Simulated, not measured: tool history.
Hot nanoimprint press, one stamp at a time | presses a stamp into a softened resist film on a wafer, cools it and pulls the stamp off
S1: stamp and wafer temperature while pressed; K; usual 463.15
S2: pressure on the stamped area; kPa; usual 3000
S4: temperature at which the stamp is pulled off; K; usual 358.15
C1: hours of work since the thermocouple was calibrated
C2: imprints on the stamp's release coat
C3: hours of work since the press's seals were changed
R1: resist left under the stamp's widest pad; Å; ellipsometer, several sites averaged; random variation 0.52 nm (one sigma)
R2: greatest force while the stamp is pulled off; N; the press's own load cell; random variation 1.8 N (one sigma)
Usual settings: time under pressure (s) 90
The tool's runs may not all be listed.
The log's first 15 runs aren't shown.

run 16 hour=882.9 | S1=468.15 S2=3000 time_under_pressure_(s)=49 S4=353.15 | C1=86 C2=1726 C3=686 | R1=2184 R2=217
run 17 hour=929.6 | S1=463.15 S2=2040 time_under_pressure_(s)=60 S4=359.15 | C1=112 C2=1808 C3=712 | R1=2828 R2=183
-- hour=941.7 stamp cleaned and given a new release coat
run 18 hour=1013.5 | S1=463.15 S2=2040 time_under_pressure_(s)=60 S4=359.15 | C1=155 C2=126 C3=755 | R1=2833 R2=185
run 19 hour=1063 | S1=463.15 S2=3000 time_under_pressure_(s)=90 S4=365.15 | C1=182 C2=213 C3=782 | R1=2187 R2=159
run 20 hour=1141.2 | S1=463.15 S2=3000 time_under_pressure_(s)=90 S4=365.15 | C1=225 C2=349 C3=825 | R1=2185 R2=158
run 21 hour=1197 | S1=462.15 S2=3000 time_under_pressure_(s)=55 S4=358.15 | C1=256 C2=447 C3=856 | R1=2626 R2=190
run 22 hour=1236.3 | S1=462.15 S2=3000 time_under_pressure_(s)=55 S4=358.15 | C1=278 C2=516 C3=878 | R1=2625 R2=187
run 23 hour=1290.2 | S1=462.15 S2=3000 time_under_pressure_(s)=55 S4=358.15 | C1=308 C2=610 C3=908 | R1=2632 R2=191
run 24 hour=1361.3 | S1=461.15 S2=4310 time_under_pressure_(s)=175 S4=355.15 | C1=347 C2=734 C3=947 | R1=1597 R2=201
run 25 hour=1427.2 | S1=467.15 S2=4770 time_under_pressure_(s)=54 S4=354.15 | C1=383 C2=850 C3=983 | R1=1774 R2=208
-- hour=1480.9 plate thermocouple calibrated
run 26 hour=1481.1 | S1=467.15 S2=4770 time_under_pressure_(s)=54 S4=354.15 | C1=0 C2=939 C3=1011 | R1=1781 R2=207
run 27 hour=1558.4 | S1=463.15 S2=2330 time_under_pressure_(s)=59 S4=347.15 | C1=43 C2=1074 C3=1054 | R1=2713 R2=237
-- hour=1633.4 press's hydraulic seals changed and the load cell set to zero
run 28 hour=1640.4 | S1=463.15 S2=2330 time_under_pressure_(s)=59 S4=347.15 | C1=84 C2=1203 C3=4 | R1=2726 R2=244
run 29 hour=1715.3 | S1=468.15 S2=2910 time_under_pressure_(s)=157 S4=365.15 | C1=125 C2=1334 C3=45 | R1=1448 R2=158
run 30 hour=1787.3 | S1=472.15 S2=4690 time_under_pressure_(s)=47 S4=365.15 | C1=165 C2=1460 C3=85 | R1=1517 R2=156

3 ways to go on from here, each from the tool as it stands after run 30. What would each give?
run A hour=1843.3 | S1=470.15 S2=3000 time_under_pressure_(s)=71 S4=361.15 | C1=196 C2=1558 C3=116 | R1=? R2=?
run B hour=1843.3 | S1=472.15 S2=4690 time_under_pressure_(s)=47 S4=348.15 | C1=196 C2=1558 C3=116 | R1=? R2=?
run C hour=1843.3 | S1=466.15 S2=3000 time_under_pressure_(s)=130 S4=358.15 | C1=196 C2=1558 C3=116 | R1=? R2=?

run=A R1=1763 R2=176
run=B R1=1515 R2=234
run=C R1=1677 R2=189
Without the tool's hidden state the same runs would have given:
run=A R1=1762 R2=175
run=B R1=1514 R2=233
run=C R1=1676 R2=188
